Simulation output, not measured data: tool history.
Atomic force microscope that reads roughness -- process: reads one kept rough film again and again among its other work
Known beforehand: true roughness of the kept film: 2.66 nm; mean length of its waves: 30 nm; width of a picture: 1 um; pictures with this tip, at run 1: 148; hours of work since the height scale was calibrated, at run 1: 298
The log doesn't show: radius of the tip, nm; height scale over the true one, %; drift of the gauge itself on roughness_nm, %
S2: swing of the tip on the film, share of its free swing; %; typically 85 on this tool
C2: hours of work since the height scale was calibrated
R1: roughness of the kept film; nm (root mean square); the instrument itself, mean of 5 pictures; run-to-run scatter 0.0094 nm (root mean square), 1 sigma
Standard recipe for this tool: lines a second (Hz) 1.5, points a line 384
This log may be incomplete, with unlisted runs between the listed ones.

{"run": 1, "day": 0.0, "lines a second (Hz)": 1.5, "S2": 85, "points a line": 384, "pictures with this tip": 148, "C2": 298, "R1": 1.669}
{"run": 2, "day": 0.479, "lines a second (Hz)": 1.22, "S2": 85, "points a line": 384, "pictures with this tip": 171, "C2": 305, "R1": 1.64}
{"day": 0.525, "done": "new tip fitted"}
{"run": 3, "day": 0.971, "lines a second (Hz)": 1.5, "S2": 85, "points a line": 384, "pictures with this tip": 21, "C2": 311, "R1": 1.977}
{"run": 4, "day": 1.471, "lines a second (Hz)": 1.5, "S2": 85, "points a line": 384, "pictures with this tip": 46, "C2": 318, "R1": 1.878}
{"run": 5, "day": 1.933, "lines a second (Hz)": 1.5, "S2": 85, "points a line": 415, "pictures with this tip": 68, "C2": 325, "R1": 1.817}
{"run": 6, "day": 2.517, "lines a second (Hz)": 1.5, "S2": 85, "points a line": 415, "pictures with this tip": 96, "C2": 333, "R1": 1.751}
{"run": 7, "day": 2.883, "lines a second (Hz)": 1.5, "S2": 85, "points a line": 415, "pictures with this tip": 114, "C2": 338, "R1": 1.701}
{"run": 8, "day": 3.238, "lines a second (Hz)": 1.5, "S2": 85, "points a line": 415, "pictures with this tip": 131, "C2": 343, "R1": 1.665}
{"day": 3.312, "done": "height scale calibrated on a step standard"}
{"run": 9, "day": 3.788, "lines a second (Hz)": 1.5, "S2": 85, "points a line": 415, "pictures with this tip": 156, "C2": 7, "R1": 1.596}
{"day": 4.146, "done": "new tip fitted"}
{"run": 10, "day": 4.379, "lines a second (Hz)": 1.5, "S2": 75, "points a line": 384, "pictures with this tip": 11, "C2": 15, "R1": 2.13}
{"run": 11, "day": 4.979, "lines a second (Hz)": 2.18, "S2": 75, "points a line": 470, "pictures with this tip": 40, "C2": 23, "R1": 1.98}
{"run": 12, "day": 5.4, "lines a second (Hz)": 2.09, "S2": 60, "points a line": 349, "pictures with this tip": 61, "C2": 29, "R1": 2.003}
{"run": 13, "day": 5.996, "lines a second (Hz)": 0.54, "S2": 58, "points a line": 349, "pictures with this tip": 90, "C2": 37, "R1": 1.941}
{"day": 6.558, "done": "height scale calibrated on a step standard, once more"}
{"run": 14, "day": 6.596, "lines a second (Hz)": 1.5, "S2": 85, "points a line": 312, "pictures with this tip": 117, "C2": 1, "R1": 1.687}

Run 15 comes next. What will it give?
{"run": 15, "day": 7.221, "lines a second (Hz)": 1.44, "S2": 80, "points a line": 606, "pictures with this tip": 147, "C2": 9, "R1": "?"}

{"run 15": {"R1": 1.665}}
The same run, on a tool lacking any hidden state, would have yielded R1 2.186 nm (root mean square).
